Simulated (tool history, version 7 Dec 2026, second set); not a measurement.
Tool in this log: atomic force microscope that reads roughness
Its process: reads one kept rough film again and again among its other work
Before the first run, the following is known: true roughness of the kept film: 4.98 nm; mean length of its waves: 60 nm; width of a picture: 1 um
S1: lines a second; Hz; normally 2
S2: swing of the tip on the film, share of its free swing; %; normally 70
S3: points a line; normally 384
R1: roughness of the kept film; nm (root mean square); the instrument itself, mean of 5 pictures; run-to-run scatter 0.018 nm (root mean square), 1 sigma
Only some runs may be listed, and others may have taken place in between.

run,hour,S1,S2,S3,R1
1,0,2,70,384,4.442
2,31.4,0.53,70,384,4.732
3,59.2,0.62,70,384,4.697
4,94.5,0.62,70,384,4.682
5,125.5,0.62,70,384,4.66
6,150.4,0.62,70,384,4.627
7,172.2,0.62,70,384,4.728
8,197.8,0.62,70,663,4.733
9,216.7,2,70,488,4.379
10,247.1,2,70,739,4.419
11,281.6,2,70,739,4.457
12,300,2,70,384,4.396
13,336.8,2,70,384,4.414
14,369.6,2,70,384,4.425
15,390.3,2,57,384,4.622
16,412.7,2,70,384,4.405
17,437.9,2,70,384,4.4
18,474.4,2,70,584,4.431
19,511.8,2,70,584,4.433
20,529.3,2,70,584,4.399
21,566.6,0.83,66,641,4.693
22,602.7,2.32,63,680,4.499
23,638.2,2.32,63,680,4.527
24,660.4,2.01,70,384,4.435
25,684.2,2.22,77,525,4.203
26,710.3,2.22,77,525,4.174
27,732,1.96,68,1015,4.446
28,766.7,1.96,68,1015,4.461
29,804.9,1.26,64,1015,4.629
30,839.2,1.26,64,1015,4.623
31,876.5,1.94,72,437,4.385
32,911.8,1.94,72,437,4.378
33,931,1.94,72,437,4.387
34,957.8,2,68,874,4.47
35,975.1,2.43,71,750,4.308
36,1003.9,2.43,71,750,4.308
37,1026.9,2.43,71,750,4.322
38,1048.3,0.97,71,310,4.581
39,1066.6,0.97,71,310,4.608

Taken out of this log: 7 entries between the listed runs. Where each belongs, and how the hidden state differs across it:
Between runs 1 and 2: new tip fitted (hour 13.2)
  radius of the tip, nm: 5.5 -> 5.1; height scale over the true one, %: -0.01 -> -0.02
Between runs 7 and 8: new tip fitted (hour 174.6)
  radius of the tip, nm: 5.6 -> 5.1
Between runs 12 and 13: new tip fitted (hour 336.1)
  radius of the tip, nm: 5.5 -> 5; height scale over the true one, %: -0.02 -> -0.03
Between runs 18 and 19: new tip fitted (hour 498.1)
  radius of the tip, nm: 5.5 -> 5.1
Between runs 23 and 24: new tip fitted (hour 659.9)
  radius of the tip, nm: 5.5 -> 5
Between runs 29 and 30: new tip fitted (hour 821.1)
  radius of the tip, nm: 5.5 -> 5.1
Between runs 35 and 36: new tip fitted (hour 982.7)
  radius of the tip, nm: 5.6 -> 5.1
